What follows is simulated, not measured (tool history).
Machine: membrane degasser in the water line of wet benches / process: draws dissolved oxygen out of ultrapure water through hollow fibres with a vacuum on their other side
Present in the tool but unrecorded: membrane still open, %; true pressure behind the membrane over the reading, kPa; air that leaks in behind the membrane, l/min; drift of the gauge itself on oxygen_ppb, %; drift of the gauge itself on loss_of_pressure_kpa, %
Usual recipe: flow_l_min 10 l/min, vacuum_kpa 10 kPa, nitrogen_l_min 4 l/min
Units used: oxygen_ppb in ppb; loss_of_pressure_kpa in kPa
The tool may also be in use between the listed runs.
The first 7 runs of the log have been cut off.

run	hour	flow_l_min	vacuum_kpa	nitrogen_l_min	hours since the membrane was changed	hours since the vacuum gauge was calibrated	hours since the vacuum lines were made tight	oxygen_ppb	loss_of_pressure_kpa
8	966.2	10	12.4	4	5676	3471	2888	126.5	63.16
9	1090.1	10	12.4	4	5800	3595	3012	126.1	63.36
10	1218.5	10	12.4	4	5928	3723	3140	124.2	62.86
11	1426.1	10	10	10.06	6136	3931	3348	86.5	63.38
12	1584.3	10	10	10.06	6294	4089	3506	85.1	63.15
13	1718.6	10	10	10.06	6428	4223	3640	85.5	63.7
14	1847.6	10	10	2.52	6557	4352	3769	136.6	63.5
15	1997.9	10	10	2.52	6708	4503	3920	137.7	63.66
16	2142.5	10	10	2.52	6852	4647	4064	137.4	63.07
# hour 2258.3: vacuum gauge calibrated
17	2288.9	10	10	2.52	6998	31	4210	134.5	63.25
18	2422.2	6	7.3	2.15	7131	164	4344	43	38.26
19	2628.2	6	13.3	2.15	7337	370	4550	85.5	38.09
20	2769.8	15	7.1	2.15	7479	511	4691	255.1	95.2
21	2915.7	10	10	8.35	7625	657	4837	91.6	64
22	3121	10	17.4	3.5	7830	863	5042	170.1	64.18
23	3210.2	10	17.4	3.5	7919	952	5132	173.3	63.77
24	3342.9	9	10.7	11.13	8052	1085	5264	67.6	57.69
25	3512.5	7	12	9.16	8222	1254	5434	41.1	44.62
26	3625.3	10	10.4	4.37	8334	1367	5547	111.1	63.74
27	3751.7	10	15.8	1.68	8461	1493	5673	249	63.46
28	3844.1	7	10.5	3.7	8553	1586	5765	59.2	44.86
29	4057.1	13	14.9	6.23	8766	1799	5978	202.9	83.4
30	4205.3	13	14.9	6.23	8914	1947	6127	202.2	83.43
31	4315.9	13	14.9	6.23	9025	2058	6237	206	83.63
32	4480.1	8	10	4	9189	2222	6401	72.7	51.52

Predict each of these 4 candidate next runs independently; none follows another, all start after run 32:
A	4591.9	9	13.4	5.37	9301	2334	6513	?	?
B	4591.9	9	12.3	4	9301	2334	6513	?	?
C	4591.9	8	9.4	2.35	9301	2334	6513	?	?
D	4591.9	8	10.5	2.91	9301	2334	6513	?	?

run	oxygen_ppb	loss_of_pressure_kpa
A	100.7	57.77
B	108.7	57.95
C	91.9	51.5
D	89.2	51.58
With no hidden state in the tool, these same runs would have given:
run	oxygen_ppb	loss_of_pressure_kpa
A	86.9	55.21
B	94.7	55.39
C	80.7	49.22
D	78.1	49.3

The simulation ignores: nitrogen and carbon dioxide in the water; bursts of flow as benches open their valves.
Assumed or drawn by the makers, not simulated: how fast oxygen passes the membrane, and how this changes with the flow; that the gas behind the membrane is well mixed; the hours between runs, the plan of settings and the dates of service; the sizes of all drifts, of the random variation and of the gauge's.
